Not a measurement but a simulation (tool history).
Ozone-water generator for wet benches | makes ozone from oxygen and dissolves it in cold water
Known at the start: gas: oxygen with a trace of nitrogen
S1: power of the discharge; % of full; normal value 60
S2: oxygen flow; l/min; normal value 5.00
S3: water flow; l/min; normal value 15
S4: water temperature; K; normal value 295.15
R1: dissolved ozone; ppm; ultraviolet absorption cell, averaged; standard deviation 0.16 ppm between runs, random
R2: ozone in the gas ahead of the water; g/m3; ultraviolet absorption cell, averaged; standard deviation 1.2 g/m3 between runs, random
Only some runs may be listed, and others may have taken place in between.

Run 1, hour 0.0: usual settings. Result: R1 21.2 ppm, R2 218.0 g/m3.
Run 2, hour 42.5: usual settings. Result: R1 21.0 ppm, R2 215.6 g/m3.
Run 3, hour 61.8: usual settings. Result: R1 21.4 ppm, R2 216.0 g/m3.
Run 4, hour 87.1: usual settings. Result: R1 21.5 ppm, R2 217.5 g/m3.
Run 5, hour 108.8: usual settings but S1 45 % of full. Result: R1 16.1 ppm, R2 166.6 g/m3.
Run 6, hour 138.1: usual settings but S1 45 % of full. Result: R1 16.5 ppm, R2 166.5 g/m3.
Run 7, hour 178.9: usual settings but S1 45 % of full. Result: R1 16.2 ppm, R2 165.3 g/m3.
Run 8, hour 218.4: usual settings but S1 45 % of full. Result: R1 16.1 ppm, R2 167.6 g/m3.
Run 9, hour 239.7: usual settings but S1 45 % of full. Result: R1 16.1 ppm, R2 166.8 g/m3.
Run 10, hour 280.7: usual settings but S1 45 % of full. Result: R1 16.3 ppm, R2 167.0 g/m3.
Run 11, hour 299.5: usual settings but S1 45 % of full. Result: R1 16.3 ppm, R2 167.9 g/m3.
Run 12, hour 330.3: usual settings but S2 6.07 l/min. Result: R1 20.8 ppm, R2 196.9 g/m3.
Run 13, hour 348.6: usual settings but S2 6.07 l/min. Result: R1 20.5 ppm, R2 195.8 g/m3.
Run 14, hour 387.0: usual settings but S1 47 % of full. Result: R1 16.7 ppm, R2 174.0 g/m3.
Run 15, hour 422.2: usual settings but S1 47 % of full. Result: R1 17.1 ppm, R2 174.7 g/m3.
Run 16, hour 454.4: usual settings but S3 9 l/min. Result: R1 28.9 ppm, R2 217.5 g/m3.
Run 17, hour 491.4: usual settings but S3 9 l/min. Result: R1 29.0 ppm, R2 220.4 g/m3.
Run 18, hour 535.9: usual settings but S1 49 % of full, S2 8.95 l/min, S3 10 l/min. Result: R1 19.4 ppm, R2 130.5 g/m3.
Run 19, hour 580.7: usual settings but S1 49 % of full, S2 8.95 l/min, S3 10 l/min. Result: R1 19.6 ppm, R2 131.1 g/m3.
Run 20, hour 622.6: usual settings but S1 74 % of full, S2 8.95 l/min, S3 10 l/min. Result: R1 28.3 ppm, R2 188.9 g/m3.
Run 21, hour 640.7: usual settings but S1 54 % of full, S2 8.95 l/min, S3 10 l/min, S4 299.15 K. Result: R1 19.1 ppm, R2 141.7 g/m3.
Run 22, hour 680.2: usual settings but S1 53 % of full, S2 8.68 l/min, S4 292.15 K. Result: R1 18.0 ppm, R2 143.2 g/m3.
At hour 703.2: water thermometer calibrated.
Run 23, hour 706.4: usual settings but S1 53 % of full, S2 8.68 l/min, S4 292.15 K. Result: R1 18.3 ppm, R2 143.4 g/m3.
Run 24, hour 739.0: usual settings but S1 47 % of full, S2 2.81 l/min, S3 20 l/min, S4 288.15 K. Result: R1 14.5 ppm, R2 244.7 g/m3.
Run 25, hour 781.3: usual settings but S1 64 % of full, S2 2.53 l/min, S3 22 l/min. Result: R1 15.8 ppm, R2 347.3 g/m3.
Run 26, hour 811.7: usual settings but S1 91 % of full, S2 3.80 l/min, S3 10 l/min, S4 298.15 K. Result: R1 39.9 ppm, R2 378.0 g/m3.
Run 27, hour 852.1: usual settings but S1 91 % of full, S2 3.80 l/min, S3 10 l/min, S4 298.15 K. Result: R1 40.0 ppm, R2 375.8 g/m3.
Run 28, hour 876.1: usual settings but S1 53 % of full. Result: R1 18.7 ppm, R2 196.6 g/m3.
Run 29, hour 908.3: usual settings but S3 22 l/min. Result: R1 16.0 ppm, R2 219.1 g/m3.
Run 30, hour 947.0: usual settings but S3 23 l/min, S4 293.15 K. Result: R1 15.9 ppm, R2 221.5 g/m3.
Run 31, hour 987.8: usual settings but S3 23 l/min, S4 293.15 K. Result: R1 16.0 ppm, R2 221.5 g/m3.
Run 32, hour 1027.1: usual settings but S3 14 l/min, S4 291.15 K. Result: R1 23.8 ppm, R2 223.2 g/m3.
At hour 1057.1: gauge calibrated.
Run 33, hour 1062.2: usual settings but S2 3.31 l/min, S3 14 l/min, S4 291.15 K. Result: R1 24.4 ppm, R2 272.1 g/m3.

Alternative continuations, all from the tool just after run 33; predict every row:
Run A, hour 1099.2: usual settings but S2 7.10 l/min, S3 22 l/min, S4 289.15 K. Result: R1 ?, R2 ?.
Run B, hour 1099.2: usual settings but S2 3.31 l/min, S3 23 l/min, S4 291.15 K. Result: R1 ?, R2 ?.
Run C, hour 1099.2: usual settings but S1 98 % of full, S2 4.09 l/min. Result: R1 ?, R2 ?.
Run D, hour 1099.2: usual settings but S1 54 % of full, S2 3.33 l/min, S4 296.15 K. Result: R1 ?, R2 ?.

run    R1     R2
  A  17.0  179.1
  B  15.8  273.4
  C  34.2  376.7
  D  19.4  248.5
Had the tool no hidden state, the same runs would have come out as:
run    R1     R2
  A  17.0  179.0
  B  15.8  273.2
  C  34.3  376.5
  D  19.4  248.4
